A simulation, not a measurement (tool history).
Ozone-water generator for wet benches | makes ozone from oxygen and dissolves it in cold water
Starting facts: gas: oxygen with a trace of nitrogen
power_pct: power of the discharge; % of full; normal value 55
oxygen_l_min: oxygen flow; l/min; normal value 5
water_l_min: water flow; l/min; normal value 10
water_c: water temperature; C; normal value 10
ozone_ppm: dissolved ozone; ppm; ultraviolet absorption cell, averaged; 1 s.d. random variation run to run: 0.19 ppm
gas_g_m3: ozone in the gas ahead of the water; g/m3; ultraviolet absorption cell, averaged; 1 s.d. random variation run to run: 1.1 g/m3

run	day	power_pct	oxygen_l_min	water_l_min	water_c	ozone_ppm	gas_g_m3
1	0	55	5	10	10	25.6	192.1
2	4.642	55	5	10	10	25.2	193.5
3	7.062	55	5	10	10	25.2	192.4
4	9.846	56	5	10	10	25.7	193.5
5	14.075	56	5	10	10	25.6	193.1
6	19.838	44	5	10	10	20.5	158.7
7	24.533	55	5	10	10	25.2	190.7
8	28.196	55	5	10	10	24.8	191.3
9	32.55	55	4.75	10	10	24.8	194.8
10	35.162	55	4.75	10	10	24.5	192.7
11	38.883	55	5	13	10	20	188.8
12	42.396	55	5	13	10	19.9	189.8
13	46.125	58	5	13	10	20.6	198
14	48.546	55	5	10	10	24.7	189.9
15	52.529	55	5	10	10	24.3	188.7
16	55.454	55	5	8	10	29.4	187.2
17	58.896	55	5	10	17	21.7	187.2
18	62.804	55	8.94	8	17	22.2	140.1
19	66.533	54	3.63	12	11	20.1	214.7
20	71.308	97	5.82	10	11	38	276.3
# day 71.721: contactor cleaned
21	76.379	68	5	8	10	34.5	223.3
22	79.279	44	2.78	7	10	27	207.7
23	81.812	55	8.49	10	12	21.8	143.3
24	87.45	55	8.49	10	12	22	144.9
25	91.825	55	8.49	10	12	21.7	144.1
26	95.367	55	8.49	10	12	21.5	143.8
# day 95.921: contactor cleaned, once more
27	99.392	58	5	10	7	26.8	192.6
28	105.25	58	5	13	7	21.4	193.2
29	108.012	58	5	13	7	21.3	192.4
30	111.771	55	5	13	7	20.1	183.8
31	115.646	55	5	13	7	20.1	183.1
32	119.504	55	5	13	7	20.3	182.7

Alternative continuations, all from the tool just after run 32; predict every row:
A	123.221	44	5.79	13	7	?	?
B	123.221	55	5	11	17	?	?
C	123.221	55	2.59	13	14	?	?
D	123.221	50	5	12	7	?	?

run	ozone_ppm	gas_g_m3
A	17.1	144.2
B	19.9	184.2
C	17.4	252.3
D	20.2	170.4
Had the tool no hidden state, the same runs would have come out as:
run	ozone_ppm	gas_g_m3
A	19.1	157.8
B	22.9	207.8
C	19.9	284.6
D	22.9	189.6
